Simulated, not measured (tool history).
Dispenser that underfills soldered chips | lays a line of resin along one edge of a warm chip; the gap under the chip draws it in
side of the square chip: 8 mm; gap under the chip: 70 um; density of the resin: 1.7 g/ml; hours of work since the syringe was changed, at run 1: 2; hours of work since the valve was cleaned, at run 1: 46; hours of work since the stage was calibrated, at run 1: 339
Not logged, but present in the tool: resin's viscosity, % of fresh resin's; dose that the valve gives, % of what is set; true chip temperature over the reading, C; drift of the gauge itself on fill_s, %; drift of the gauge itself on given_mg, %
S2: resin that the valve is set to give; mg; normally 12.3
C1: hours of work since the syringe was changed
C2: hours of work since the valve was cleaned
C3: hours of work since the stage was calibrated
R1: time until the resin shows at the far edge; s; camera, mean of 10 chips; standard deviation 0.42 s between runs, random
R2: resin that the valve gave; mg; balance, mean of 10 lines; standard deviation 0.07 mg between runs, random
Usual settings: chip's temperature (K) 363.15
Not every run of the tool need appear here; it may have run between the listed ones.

run 1 hour=0 | chip's_temperature_(K)=363.15 S2=12.3 | C1=2 C2=46 C3=339 | R1=35.5 R2=12.19
-- hour=8.2 new syringe of resin
run 2 hour=10.4 | chip's_temperature_(K)=363.15 S2=12.3 | C1=1 C2=52 C3=345 | R1=35.5 R2=11.88
run 3 hour=17.5 | chip's_temperature_(K)=363.15 S2=12.3 | C1=6 C2=56 C3=349 | R1=42.6 R2=12.08
-- hour=19.9 new syringe of resin
run 4 hour=31 | chip's_temperature_(K)=363.15 S2=12.3 | C1=7 C2=64 C3=357 | R1=45.1 R2=11.78
-- hour=32.1 new syringe of resin
-- hour=44.2 new syringe of resin
run 5 hour=45.5 | chip's_temperature_(K)=363.15 S2=12.3 | C1=1 C2=72 C3=366 | R1=34.8 R2=11.99
-- hour=56.7 new syringe of resin
run 6 hour=58.2 | chip's_temperature_(K)=363.15 S2=12.3 | C1=1 C2=80 C3=373 | R1=35.1 R2=11.83
-- hour=68.6 new syringe of resin
run 7 hour=75.6 | chip's_temperature_(K)=363.15 S2=12.3 | C1=4 C2=90 C3=383 | R1=38.8 R2=11.7
-- hour=80.5 new syringe of resin
run 8 hour=88.2 | chip's_temperature_(K)=363.15 S2=10.9 | C1=5 C2=98 C3=391 | R1=43.4 R2=10.33
-- hour=92.8 new syringe of resin
run 9 hour=103.9 | chip's_temperature_(K)=363.15 S2=12.3 | C1=7 C2=107 C3=400 | R1=45.7 R2=11.75
-- hour=105.5 new syringe of resin
-- hour=117.8 new syringe of resin
run 10 hour=117.8 | chip's_temperature_(K)=363.15 S2=12.3 | C1=0 C2=115 C3=408 | R1=32.9 R2=11.61
run 11 hour=127 | chip's_temperature_(K)=363.15 S2=11.5 | C1=6 C2=120 C3=414 | R1=42.7 R2=10.92
-- hour=130 new syringe of resin
-- hour=131.9 dispensing valve cleaned and set on the balance
run 12 hour=137 | chip's_temperature_(K)=363.15 S2=11.5 | C1=4 C2=3 C3=419 | R1=39.4 R2=11.43
-- hour=143.4 new syringe of resin
run 13 hour=151.2 | chip's_temperature_(K)=363.15 S2=11.5 | C1=5 C2=11 C3=427 | R1=42.1 R2=11.52
-- hour=155.4 new syringe of resin
run 14 hour=164.4 | chip's_temperature_(K)=350.15 S2=12.4 | C1=5 C2=19 C3=435 | R1=78.9 R2=12.27
-- hour=167.2 new syringe of resin
run 15 hour=177.9 | chip's_temperature_(K)=367.15 S2=11.8 | C1=6 C2=27 C3=443 | R1=36.9 R2=11.52
-- hour=179.3 new syringe of resin
-- hour=191.2 new syringe of resin
run 16 hour=194.5 | chip's_temperature_(K)=367.15 S2=11.8 | C1=2 C2=37 C3=452 | R1=30.8 R2=11.66
-- hour=204 new syringe of resin
run 17 hour=207 | chip's_temperature_(K)=358.15 S2=14.5 | C1=2 C2=44 C3=460 | R1=46.8 R2=14.13
-- hour=216 new syringe of resin
run 18 hour=223.7 | chip's_temperature_(K)=350.15 S2=12.4 | C1=5 C2=54 C3=470 | R1=78.4 R2=12.01
-- hour=227.8 new syringe of resin
-- hour=239.3 new syringe of resin
run 19 hour=239.3 | chip's_temperature_(K)=350.15 S2=12.4 | C1=0 C2=63 C3=479 | R1=64.4 R2=12.17
-- hour=251.2 new syringe of resin
run 20 hour=251.2 | chip's_temperature_(K)=350.15 S2=12.4 | C1=0 C2=70 C3=486 | R1=63.9 R2=12.01
run 21 hour=258.5 | chip's_temperature_(K)=370.15 S2=14.7 | C1=4 C2=74 C3=490 | R1=29.8 R2=14.22
-- hour=263.3 new syringe of resin
run 22 hour=273.5 | chip's_temperature_(K)=369.15 S2=11.5 | C1=6 C2=83 C3=499 | R1=34.5 R2=11.03
-- hour=275.9 new syringe of resin
-- hour=288.1 new syringe of resin
run 23 hour=290.6 | chip's_temperature_(K)=363.15 S2=11.8 | C1=1 C2=93 C3=509 | R1=36.9 R2=11.28

Run 24, settings as shown, results not yet in. Your forecast:
-- hour=299.6 new syringe of resin
run 24 hour=307.8 | chip's_temperature_(K)=369.15 S2=14.3 | C1=5 C2=103 C3=519 | R1=? R2=?

R1: 32.6 s
R2: 13.57 mg
Had the tool carried no hidden state, the very same run would have given R1 22.6 s, R2 14.26 mg.
